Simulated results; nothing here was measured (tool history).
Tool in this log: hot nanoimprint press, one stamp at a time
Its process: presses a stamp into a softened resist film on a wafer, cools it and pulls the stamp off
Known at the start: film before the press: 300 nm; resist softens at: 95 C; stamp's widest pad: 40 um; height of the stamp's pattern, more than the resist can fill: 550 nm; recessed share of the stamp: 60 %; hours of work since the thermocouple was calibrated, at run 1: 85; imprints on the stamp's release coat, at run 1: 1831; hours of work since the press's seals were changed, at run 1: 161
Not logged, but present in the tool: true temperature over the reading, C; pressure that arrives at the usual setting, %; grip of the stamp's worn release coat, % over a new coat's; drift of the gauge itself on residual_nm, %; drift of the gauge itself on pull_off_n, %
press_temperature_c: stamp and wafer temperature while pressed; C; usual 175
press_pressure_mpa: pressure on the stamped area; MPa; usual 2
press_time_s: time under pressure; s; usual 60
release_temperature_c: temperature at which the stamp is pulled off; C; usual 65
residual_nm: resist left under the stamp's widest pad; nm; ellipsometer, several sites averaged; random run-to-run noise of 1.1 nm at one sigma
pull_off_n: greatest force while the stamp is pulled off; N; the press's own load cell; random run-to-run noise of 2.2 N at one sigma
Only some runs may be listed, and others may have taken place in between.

run   hour  press_temperature_c  press_pressure_mpa  press_time_s  release_temperature_c  hours of work since the thermocouple was calibrated  imprints on the stamp's release coat  hours of work since the press's seals were changed  residual_nm  pull_off_n
  1      0                  175                   2            60                     65                                                   85                                  1831                                                 161        158.5         122
  2   10.3                  175                   2            60                     65                                                   93                                  1879                                                 169        157.2         118
  3     24                  175                   2            60                     65                                                  104                                  1943                                                 179        158.8         121
  4   32.3                  175                   2            60                     65                                                  110                                  1981                                                 186        158.2         125
  5   38.9                  175                   2            60                     65                                                  115                                  2013                                                 191        158.9         123
  6     50                  175                   2            60                     65                                                  124                                  2064                                                 199        158.5         126
  7   59.3                  175                   2            60                     65                                                  131                                  2108                                                 206        159.4         119
  8   66.9                  175                   2            60                     66                                                  137                                  2143                                                 212        157.8         123
      75.9  -- stamp cleaned and given a new release coat
  9   81.4                  175                   2            60                     66                                                  143                                    26                                                 219        158.9          98
 10   89.9                  165                   2            60                     65                                                  150                                    66                                                 225        213.1          99
 11   99.6                  165                   2            60                     65                                                  157                                   111                                                 233        212.9         100
 12  109.8                  165                   2            60                     65                                                  165                                   159                                                 241        211.1         101
 13  121.4                  175                   2            60                     65                                                  174                                   213                                                 250        160.7         105
 14  133.5                  175                   2            60                     65                                                  183                                   270                                                 259        160.8         101
 15  142.7                  175                   2            49                     65                                                  190                                   312                                                 266        172.8         101
 16  154.6                  175                1.65            60                     65                                                  200                                   368                                                 275        171.9         103
 17  162.5                  175                2.81            60                     71                                                  206                                   405                                                 281        140.4          93
     166.1  -- plate thermocouple calibrated
 18    173                  175                2.81            60                     71                                                    5                                   440                                                 287        143.5          99
 19    182                  182                 1.9           100                     51                                                   12                                   482                                                 294        111.6         115
 20  193.3                  168                1.36            36                     65                                                   21                                   535                                                 303        244.2         102
 21  202.3                  168                1.36            36                     65                                                   28                                   577                                                 309        243.3         107
 22  209.4                  176                1.77            58                     56                                                   33                                   610                                                 315        168.5         112
     220.8  -- plate thermocouple calibrated, once more
 23  222.7                  175                1.45            80                     65                                                    1                                   658                                                 323        163.2         110
 24    231                  165                   2            96                     65                                                    8                                   697                                                 329        179.5         104
 25  244.1                  165                   2            89                     71                                                   18                                   759                                                 339        187.1          97
 26  254.2                  174                   2            47                     60                                                   26                                   806                                                 347        174.9         116
 27  266.9                  174                   2            47                     60                                                   35                                   865                                                 357        174.8         111
 28  276.3                  167                1.58            47                     60                                                   43                                   909                                                 364        223.7         113
 29  286.7                  167                1.58            47                     60                                                   51                                   958                                                 372        221.8         113
 30  294.7                  167                1.58            47                     60                                                   57                                   995                                                 378        223.9         113

Hidden condition of the tool, last listed run before each entry between runs versus first listed run after:
From run 8 to run 9: stamp cleaned and given a new release coat (hour 75.9)
  true temperature over the reading, C: -0.56 -> -0.59; pressure that arrives at the usual setting, %: 98.52 -> 98.48; grip of the stamp's worn release coat, % over a new coat's: 26 -> 0.3
  measured minus no-state result, residual_nm: +3.5 -> +3.7 nm; pull_off_n: +26 -> +1 N
From run 17 to run 18: plate thermocouple calibrated (hour 166.1)
  true temperature over the reading, C: -0.9 -> -1.44; pressure that arrives at the usual setting, %: 98.13 -> 98.1; grip of the stamp's worn release coat, % over a new coat's: 4.7 -> 5.2
  measured minus no-state result, residual_nm: +5.6 -> +8.1 nm; pull_off_n: +4 -> +6 N
From run 22 to run 23: plate thermocouple calibrated, once more (hour 220.8)
  true temperature over the reading, C: -1.58 -> 0.09; pressure that arrives at the usual setting, %: 97.94 -> 97.9; grip of the stamp's worn release coat, % over a new coat's: 7.2 -> 7.7
  measured minus no-state result, residual_nm: +8.6 -> +0.6 nm; pull_off_n: +8 -> +8 N
